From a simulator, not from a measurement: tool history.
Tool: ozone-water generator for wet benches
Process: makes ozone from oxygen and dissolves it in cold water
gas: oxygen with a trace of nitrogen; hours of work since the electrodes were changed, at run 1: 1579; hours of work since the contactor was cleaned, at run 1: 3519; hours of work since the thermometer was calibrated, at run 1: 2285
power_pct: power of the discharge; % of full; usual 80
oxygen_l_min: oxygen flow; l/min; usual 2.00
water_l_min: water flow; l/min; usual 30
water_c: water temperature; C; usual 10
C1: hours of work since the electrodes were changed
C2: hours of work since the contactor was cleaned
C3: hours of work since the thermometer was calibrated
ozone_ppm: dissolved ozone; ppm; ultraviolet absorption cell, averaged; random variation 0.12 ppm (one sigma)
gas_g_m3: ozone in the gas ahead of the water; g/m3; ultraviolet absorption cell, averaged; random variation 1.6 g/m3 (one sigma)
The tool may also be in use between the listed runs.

run 1 hour=0.0 | power_pct=80 oxygen_l_min=2.00 water_l_min=30 water_c=10 | C1=1579 C2=3519 C3=2285 | ozone_ppm=10.8 gas_g_m3=285.4
run 2 hour=75.3 | power_pct=80 oxygen_l_min=2.00 water_l_min=30 water_c=10 | C1=1647 C2=3587 C3=2353 | ozone_ppm=10.8 gas_g_m3=286.7
run 3 hour=131.1 | power_pct=80 oxygen_l_min=1.76 water_l_min=30 water_c=10 | C1=1697 C2=3636 C3=2402 | ozone_ppm=10.6 gas_g_m3=308.4
run 4 hour=186.0 | power_pct=80 oxygen_l_min=2.00 water_l_min=40 water_c=10 | C1=1746 C2=3686 C3=2452 | ozone_ppm=8.3 gas_g_m3=282.4
run 5 hour=262.0 | power_pct=80 oxygen_l_min=1.33 water_l_min=30 water_c=10 | C1=1814 C2=3753 C3=2519 | ozone_ppm=9.9 gas_g_m3=372.9
run 6 hour=298.0 | power_pct=97 oxygen_l_min=1.33 water_l_min=30 water_c=10 | C1=1846 C2=3786 C3=2552 | ozone_ppm=11.0 gas_g_m3=413.1
run 7 hour=354.4 | power_pct=80 oxygen_l_min=2.00 water_l_min=30 water_c=6 | C1=1896 C2=3836 C3=2602 | ozone_ppm=11.1 gas_g_m3=279.9
run 8 hour=394.0 | power_pct=48 oxygen_l_min=2.00 water_l_min=30 water_c=10 | C1=1932 C2=3871 C3=2637 | ozone_ppm=8.1 gas_g_m3=211.3
run 9 hour=442.9 | power_pct=48 oxygen_l_min=2.00 water_l_min=30 water_c=10 | C1=1975 C2=3915 C3=2681 | ozone_ppm=8.0 gas_g_m3=212.1
run 10 hour=492.2 | power_pct=48 oxygen_l_min=2.00 water_l_min=30 water_c=12 | C1=2019 C2=3959 C3=2725 | ozone_ppm=7.9 gas_g_m3=210.9
run 11 hour=555.0 | power_pct=48 oxygen_l_min=2.00 water_l_min=30 water_c=12 | C1=2075 C2=4015 C3=2781 | ozone_ppm=8.0 gas_g_m3=211.3
run 12 hour=635.9 | power_pct=80 oxygen_l_min=2.00 water_l_min=30 water_c=9 | C1=2148 C2=4088 C3=2854 | ozone_ppm=10.7 gas_g_m3=282.9
run 13 hour=694.6 | power_pct=80 oxygen_l_min=2.00 water_l_min=30 water_c=9 | C1=2200 C2=4140 C3=2906 | ozone_ppm=10.6 gas_g_m3=283.6
run 14 hour=759.8 | power_pct=84 oxygen_l_min=2.00 water_l_min=30 water_c=10 | C1=2259 C2=4198 C3=2964 | ozone_ppm=11.1 gas_g_m3=291.8
run 15 hour=831.4 | power_pct=47 oxygen_l_min=2.00 water_l_min=30 water_c=6 | C1=2323 C2=4262 C3=3028 | ozone_ppm=8.1 gas_g_m3=206.4
run 16 hour=896.7 | power_pct=61 oxygen_l_min=1.61 water_l_min=26 water_c=17 | C1=2381 C2=4321 C3=3087 | ozone_ppm=9.8 gas_g_m3=275.7
run 17 hour=953.3 | power_pct=61 oxygen_l_min=1.61 water_l_min=26 water_c=17 | C1=2431 C2=4371 C3=3137 | ozone_ppm=9.7 gas_g_m3=278.1
run 18 hour=1020.1 | power_pct=61 oxygen_l_min=1.61 water_l_min=26 water_c=7 | C1=2491 C2=4431 C3=3197 | ozone_ppm=10.2 gas_g_m3=276.7
run 19 hour=1060.5 | power_pct=61 oxygen_l_min=1.83 water_l_min=30 water_c=10 | C1=2527 C2=4467 C3=3233 | ozone_ppm=8.8 gas_g_m3=255.0
-- hour=1066.0 water thermometer calibrated
run 20 hour=1105.5 | power_pct=46 oxygen_l_min=1.28 water_l_min=29 water_c=17 | C1=2567 C2=4507 C3=35 | ozone_ppm=7.0 gas_g_m3=275.6
run 21 hour=1180.8 | power_pct=46 oxygen_l_min=1.33 water_l_min=29 water_c=17 | C1=2634 C2=4574 C3=103 | ozone_ppm=7.2 gas_g_m3=269.0
run 22 hour=1260.2 | power_pct=46 oxygen_l_min=1.33 water_l_min=29 water_c=17 | C1=2705 C2=4645 C3=174 | ozone_ppm=7.4 gas_g_m3=269.3
run 23 hour=1319.7 | power_pct=46 oxygen_l_min=1.33 water_l_min=29 water_c=17 | C1=2759 C2=4698 C3=227 | ozone_ppm=7.0 gas_g_m3=268.6
-- hour=1346.5 water thermometer calibrated, once more
run 24 hour=1355.7 | power_pct=80 oxygen_l_min=1.36 water_l_min=31 water_c=11 | C1=2790 C2=4730 C3=8 | ozone_ppm=9.2 gas_g_m3=358.2
run 25 hour=1435.3 | power_pct=80 oxygen_l_min=1.36 water_l_min=31 water_c=11 | C1=2861 C2=4801 C3=79 | ozone_ppm=9.3 gas_g_m3=360.2
run 26 hour=1490.0 | power_pct=80 oxygen_l_min=3.40 water_l_min=19 water_c=11 | C1=2910 C2=4850 C3=128 | ozone_ppm=17.1 gas_g_m3=195.3
run 27 hour=1570.0 | power_pct=49 oxygen_l_min=2.00 water_l_min=40 water_c=10 | C1=2982 C2=4922 C3=200 | ozone_ppm=5.8 gas_g_m3=209.8
run 28 hour=1633.1 | power_pct=80 oxygen_l_min=2.94 water_l_min=30 water_c=10 | C1=3038 C2=4978 C3=256 | ozone_ppm=11.1 gas_g_m3=214.0

How the hidden state differs across the entries between the runs, from the last listed run before each to the first after it:
Between runs 19 and 20: water thermometer calibrated (hour 1066.0)
  yield of the discharge, % of new electrodes': 95.6 -> 95.5; contactor's efficiency, % of a clean one's: 89.4 -> 89.3; true water temperature over the reading, C: 0.42 -> 0.67
  measured less the result without the state, ozone_ppm: -1.0 -> -0.8 ppm; gas_g_m3: -10.9 -> -9.7 g/m3
Between runs 23 and 24: water thermometer calibrated, once more (hour 1346.5)
  yield of the discharge, % of new electrodes': 95.2 -> 95.1; contactor's efficiency, % of a clean one's: 88.9 -> 88.8; true water temperature over the reading, C: 0.7 -> 0.02
  measured less the result without the state, ozone_ppm: -0.8 -> -1.1 ppm; gas_g_m3: -10.3 -> -19.7 g/m3

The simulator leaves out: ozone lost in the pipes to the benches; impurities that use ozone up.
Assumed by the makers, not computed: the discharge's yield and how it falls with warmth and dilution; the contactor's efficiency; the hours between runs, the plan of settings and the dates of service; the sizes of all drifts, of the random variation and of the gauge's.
